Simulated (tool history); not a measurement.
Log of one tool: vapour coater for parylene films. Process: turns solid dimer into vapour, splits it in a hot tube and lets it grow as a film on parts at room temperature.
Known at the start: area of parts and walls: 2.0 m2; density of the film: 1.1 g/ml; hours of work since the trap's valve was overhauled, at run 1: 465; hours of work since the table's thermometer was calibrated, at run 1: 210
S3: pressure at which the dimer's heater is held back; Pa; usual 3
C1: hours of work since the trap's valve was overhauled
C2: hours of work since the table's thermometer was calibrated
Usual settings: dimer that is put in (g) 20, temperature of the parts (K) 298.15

run 1 hour=0 | dimer_that_is_put_in_(g)=20 temperature_of_the_parts_(K)=298.15 S3=3 | C1=465 C2=210 | thickness_of_the_film_(um)=4.91
run 2 hour=41.1 | dimer_that_is_put_in_(g)=20 temperature_of_the_parts_(K)=298.15 S3=3 | C1=481 C2=226 | thickness_of_the_film_(um)=4.91
run 3 hour=79.6 | dimer_that_is_put_in_(g)=20 temperature_of_the_parts_(K)=293.15 S3=3 | C1=496 C2=242 | thickness_of_the_film_(um)=5.65
run 4 hour=149.9 | dimer_that_is_put_in_(g)=29 temperature_of_the_parts_(K)=293.15 S3=3 | C1=525 C2=270 | thickness_of_the_film_(um)=8.16
run 5 hour=227.5 | dimer_that_is_put_in_(g)=29 temperature_of_the_parts_(K)=293.15 S3=3 | C1=556 C2=301 | thickness_of_the_film_(um)=8.16
run 6 hour=261 | dimer_that_is_put_in_(g)=29 temperature_of_the_parts_(K)=293.15 S3=3 | C1=569 C2=314 | thickness_of_the_film_(um)=8.17
run 7 hour=318.1 | dimer_that_is_put_in_(g)=29 temperature_of_the_parts_(K)=293.15 S3=3 | C1=592 C2=337 | thickness_of_the_film_(um)=8.15
run 8 hour=384.8 | dimer_that_is_put_in_(g)=18 temperature_of_the_parts_(K)=293.15 S3=3 | C1=619 C2=364 | thickness_of_the_film_(um)=5.08
run 9 hour=425.5 | dimer_that_is_put_in_(g)=20 temperature_of_the_parts_(K)=298.15 S3=3 | C1=635 C2=380 | thickness_of_the_film_(um)=4.91
run 10 hour=496.4 | dimer_that_is_put_in_(g)=20 temperature_of_the_parts_(K)=298.15 S3=3 | C1=663 C2=409 | thickness_of_the_film_(um)=4.92
-- hour=539.8 trap's valve overhauled
run 11 hour=552.3 | dimer_that_is_put_in_(g)=20 temperature_of_the_parts_(K)=298.15 S3=11.76 | C1=5 C2=430 | thickness_of_the_film_(um)=4.48
run 12 hour=588.4 | dimer_that_is_put_in_(g)=20 temperature_of_the_parts_(K)=299.15 S3=3 | C1=19 C2=444 | thickness_of_the_film_(um)=4.76
run 13 hour=645.8 | dimer_that_is_put_in_(g)=20 temperature_of_the_parts_(K)=299.15 S3=3 | C1=42 C2=467 | thickness_of_the_film_(um)=4.79
run 14 hour=719.9 | dimer_that_is_put_in_(g)=24 temperature_of_the_parts_(K)=291.15 S3=7.48 | C1=72 C2=497 | thickness_of_the_film_(um)=6.7
run 15 hour=785 | dimer_that_is_put_in_(g)=24 temperature_of_the_parts_(K)=291.15 S3=7.48 | C1=98 C2=523 | thickness_of_the_film_(um)=6.65

Run 16 comes next. What will it give?
run 16 hour=827.2 | dimer_that_is_put_in_(g)=20 temperature_of_the_parts_(K)=295.15 S3=3 | C1=115 C2=540 | thickness_of_the_film_(um)=?

thickness of the film (um): 5.28
Without the tool's hidden state the same run would have given thickness of the film (um) 5.36.
